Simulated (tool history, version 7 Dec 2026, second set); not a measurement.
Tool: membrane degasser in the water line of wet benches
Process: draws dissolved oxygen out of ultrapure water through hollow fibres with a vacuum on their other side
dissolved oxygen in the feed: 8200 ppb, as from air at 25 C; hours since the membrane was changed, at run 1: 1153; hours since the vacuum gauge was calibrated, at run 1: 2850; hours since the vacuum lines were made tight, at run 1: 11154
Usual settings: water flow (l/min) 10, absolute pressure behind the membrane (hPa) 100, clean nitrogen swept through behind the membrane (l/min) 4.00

| run | day | water flow (l/min) | absolute pressure behind the membrane (hPa) | clean nitrogen swept through behind the membrane (l/min) | hours since the membrane was changed | hours since the vacuum gauge was calibrated | hours since the vacuum lines were made tight | dissolved oxygen in the water behind the degasser (ppb) | pressure that the water loses in the fibres (hPa) |
|---|---|---|---|---|---|---|---|---|---|
| 1 | 0.000 | 10 | 100 | 4.00 | 1153 | 2850 | 11154 | 130.1 | 541.8 |
| 2 | 3.858 | 10 | 100 | 4.00 | 1245 | 2943 | 11246 | 127.8 | 546.3 |
| 3 | 6.729 | 10 | 100 | 8.25 | 1314 | 3012 | 11315 | 108.6 | 544.6 |
| 4 | 9.067 | 10 | 100 | 8.25 | 1370 | 3068 | 11371 | 108.3 | 545.5 |
| 5 | 12.829 | 10 | 100 | 8.25 | 1461 | 3158 | 11462 | 107.5 | 542.6 |
| 6 | 16.308 | 10 | 100 | 8.25 | 1544 | 3242 | 11545 | 109.0 | 544.3 |
| 7 | 19.179 | 10 | 100 | 4.00 | 1613 | 3311 | 11614 | 126.3 | 544.8 |
| 8 | 21.529 | 10 | 100 | 4.00 | 1669 | 3367 | 11670 | 129.7 | 542.8 |
| 9 | 26.696 | 10 | 80 | 4.00 | 1793 | 3491 | 11794 | 117.7 | 540.7 |
| 10 | 30.204 | 10 | 80 | 4.00 | 1878 | 3575 | 11879 | 115.2 | 545.4 |
| 11 | 34.979 | 10 | 100 | 8.30 | 1992 | 3690 | 11993 | 107.6 | 541.6 |
| 12 | 38.700 | 10 | 100 | 4.00 | 2082 | 3779 | 12083 | 128.0 | 545.4 |
| 13 | 41.842 | 10 | 100 | 4.00 | 2157 | 3855 | 12158 | 127.6 | 544.5 |
| 14 | 46.817 | 10 | 100 | 4.00 | 2276 | 3974 | 12277 | 132.5 | 544.4 |
| 15 | 50.962 | 10 | 100 | 4.00 | 2376 | 4073 | 12377 | 130.0 | 547.5 |
| 16 | 56.342 | 10 | 100 | 4.00 | 2505 | 4203 | 12506 | 131.0 | 545.3 |
|  | 58.054 | vacuum gauge calibrated |
| 17 | 59.883 | 10 | 100 | 4.00 | 2589 | 44 | 12590 | 130.7 | 544.1 |
| 18 | 62.442 | 10 | 162 | 10.47 | 2651 | 105 | 12652 | 118.2 | 548.7 |
| 19 | 66.538 | 7 | 86 | 10.47 | 2749 | 204 | 12750 | 33.6 | 383.5 |
| 20 | 71.592 | 8 | 100 | 9.95 | 2870 | 325 | 12871 | 54.2 | 440.6 |
| 21 | 76.204 | 10 | 100 | 2.67 | 2981 | 436 | 12982 | 153.3 | 545.2 |
| 22 | 80.967 | 10 | 100 | 2.55 | 3095 | 550 | 13096 | 156.4 | 548.2 |
| 23 | 86.100 | 9 | 92 | 8.78 | 3219 | 673 | 13220 | 78.8 | 495.3 |
|  | 86.704 | vacuum gauge calibrated, once more |
|  | 88.629 | seals of the vacuum lines changed |
| 24 | 89.329 | 15 | 92 | 8.78 | 3294 | 61 | 17 | 303.2 | 823.2 |
| 25 | 93.779 | 14 | 161 | 8.49 | 3400 | 168 | 124 | 287.8 | 764.4 |
| 26 | 98.229 | 14 | 161 | 8.49 | 3507 | 275 | 230 | 286.5 | 766.9 |
| 27 | 102.675 | 12 | 100 | 2.05 | 3614 | 381 | 337 | 251.6 | 660.4 |
| 28 | 107.704 | 9 | 235 | 9.17 | 3735 | 502 | 458 | 112.5 | 490.4 |
| 29 | 110.529 | 9 | 235 | 9.17 | 3802 | 570 | 526 | 112.1 | 492.7 |
| 30 | 113.033 | 14 | 83 | 4.18 | 3862 | 630 | 586 | 279.5 | 768.5 |
| 31 | 116.850 | 10 | 79 | 5.56 | 3954 | 721 | 677 | 114.9 | 549.4 |

Forecast each of these 4 alternatives for the next run:
| A | 121.396 | 10 | 81 | 3.84 | 4063 | 831 | 786 | ? | ? |
| B | 121.396 | 15 | 125 | 5.56 | 4063 | 831 | 786 | ? | ? |
| C | 121.396 | 11 | 63 | 6.40 | 4063 | 831 | 786 | ? | ? |
| D | 121.396 | 10 | 97 | 1.85 | 4063 | 831 | 786 | ? | ? |

| run | dissolved oxygen in the water behind the degasser (ppb) | pressure that the water loses in the fibres (hPa) |
|---|---|---|
| A | 121.8 | 548.4 |
| B | 343.9 | 824.4 |
| C | 136.4 | 607.0 |
| D | 174.7 | 546.7 |
Without the tool's hidden state the same runs would have given:
| run | dissolved oxygen in the water behind the degasser (ppb) | pressure that the water loses in the fibres (hPa) |
|---|---|---|
| A | 115.6 | 541.0 |
| B | 330.4 | 813.2 |
| C | 129.1 | 598.8 |
| D | 167.8 | 539.3 |

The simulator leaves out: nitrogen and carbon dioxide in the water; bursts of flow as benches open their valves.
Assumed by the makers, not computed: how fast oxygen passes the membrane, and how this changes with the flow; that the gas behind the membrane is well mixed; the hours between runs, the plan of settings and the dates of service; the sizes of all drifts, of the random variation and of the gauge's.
